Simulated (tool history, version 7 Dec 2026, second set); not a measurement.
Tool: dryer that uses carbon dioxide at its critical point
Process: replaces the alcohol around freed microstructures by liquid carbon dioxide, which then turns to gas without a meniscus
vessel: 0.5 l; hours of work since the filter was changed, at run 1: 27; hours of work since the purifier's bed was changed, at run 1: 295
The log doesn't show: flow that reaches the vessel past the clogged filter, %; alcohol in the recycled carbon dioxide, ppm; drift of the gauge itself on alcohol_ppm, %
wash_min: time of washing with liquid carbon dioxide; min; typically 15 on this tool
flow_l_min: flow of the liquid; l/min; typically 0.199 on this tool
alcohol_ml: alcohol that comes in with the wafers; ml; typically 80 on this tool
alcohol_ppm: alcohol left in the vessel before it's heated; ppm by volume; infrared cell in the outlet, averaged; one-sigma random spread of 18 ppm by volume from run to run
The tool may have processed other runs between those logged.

run   hour  wash_min  flow_l_min  alcohol_ml  hours of work since the filter was changed  hours of work since the purifier's bed was changed  alcohol_ppm
  1    0.0        15       0.199          80                                          27                                                 295         1332
  2   22.0        20       0.199          80                                          38                                                 306          337
  3   39.0        15       0.317          80                                          47                                                 315          166
  4   66.9        15       0.191          80                                          62                                                 330         1748
  5   82.9        15       0.191          80                                          70                                                 338         1780
  6  102.1        15       0.191          80                                          80                                                 348         1823
  7  126.4        15       0.297          75                                          93                                                 361          247
  8  155.0        11       0.208          75                                         108                                                 376         4449
  9  168.1        19       0.199          64                                         114                                                 383          465
 10  191.0        23       0.263          32                                         126                                                 395           94
 11  207.2        15       0.144          46                                         135                                                 403         3299
 12  219.7        15       0.148          46                                         141                                                 410         3060

Alternative continuations, all from the tool just after run 12; predict every row:
  A  239.9        24       0.148          46                                         152                                                 420            ?
  B  239.9        22       0.313          39                                         152                                                 420            ?
  C  239.9        15       0.125          81                                         152                                                 420            ?
  D  239.9        15       0.199          68                                         152                                                 420            ?

run  alcohol_ppm
  A          502
  B          104
  C         8842
  D         1583
Without the tool's unlogged condition, the same runs would have read:
run  alcohol_ppm
  A          241
  B           12
  C         6548
  D          954
